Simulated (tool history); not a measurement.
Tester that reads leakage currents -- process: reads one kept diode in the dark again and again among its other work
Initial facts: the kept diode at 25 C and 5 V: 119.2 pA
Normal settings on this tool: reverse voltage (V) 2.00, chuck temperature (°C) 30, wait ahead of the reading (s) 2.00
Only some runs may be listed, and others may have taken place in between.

run   hour  reverse voltage (V)  chuck temperature (°C)  wait ahead of the reading (s)  current that the tester gives (pA)
  1    0.0                 2.00                      30                           2.00                              124.31
  2   29.4                 2.00                      30                           2.00                              124.03
  3   44.6                 4.00                      30                           2.00                              164.38
  4   76.9                 4.00                      30                           2.00                              164.18
  5  101.0                 4.00                      30                           2.00                              163.98
  6  123.0                 4.00                      30                           2.00                              164.00
  7  142.3                 2.00                      30                           2.00                              124.26
  8  162.4                 1.39                      30                           2.00                              107.22
  9  180.5                 1.39                      30                           2.00                              107.65
 10  203.4                 1.39                      30                           2.00                              107.52
 11  217.8                 1.39                      30                           2.00                              107.32
 12  244.6                 1.39                      30                           2.00                              107.63
 13  273.8                 1.39                      30                           2.00                              107.79
 14  289.0                18.64                      30                           2.00                              308.77
 15  312.9                 2.00                      30                           0.63                              124.57
 16  331.0                 2.00                      34                           2.00                              171.33
 17  357.6                 2.00                      24                           2.00                               75.85
 18  381.5                 2.00                      24                           2.00                               75.70
 19  403.0                 1.61                      22                           2.00                               58.73
 20  430.8                 1.40                      34                           5.76                              148.53
 21  453.9                 1.38                      21                           6.94                               50.56
 22  482.3                 1.38                      21                           6.94                               50.79
 23  506.8                 1.38                      21                           6.94                               50.67
     512.9  -- probe card cleaned and baked
 24  525.0                 1.38                      45                           0.66                              337.09
 25  548.2                 2.00                      29                           3.74                              115.12
 26  564.4                 1.66                      28                           3.74                               98.00
 27  591.1                 1.66                      28                           3.74                               98.13
 28  620.1                19.30                      28                           0.53                              265.97
 29  651.3                 2.00                      24                           1.50                               76.05

Estimate the outcome of run 30 from the log above:
 30  669.1                 2.00                      26                           4.53                                   ?

For run 30 the tool returned current that the tester gives (pA) 89.51.
Were there no unlogged condition in the tool, this run, its random variation unchanged, would have produced current that the tester gives (pA) 89.45.
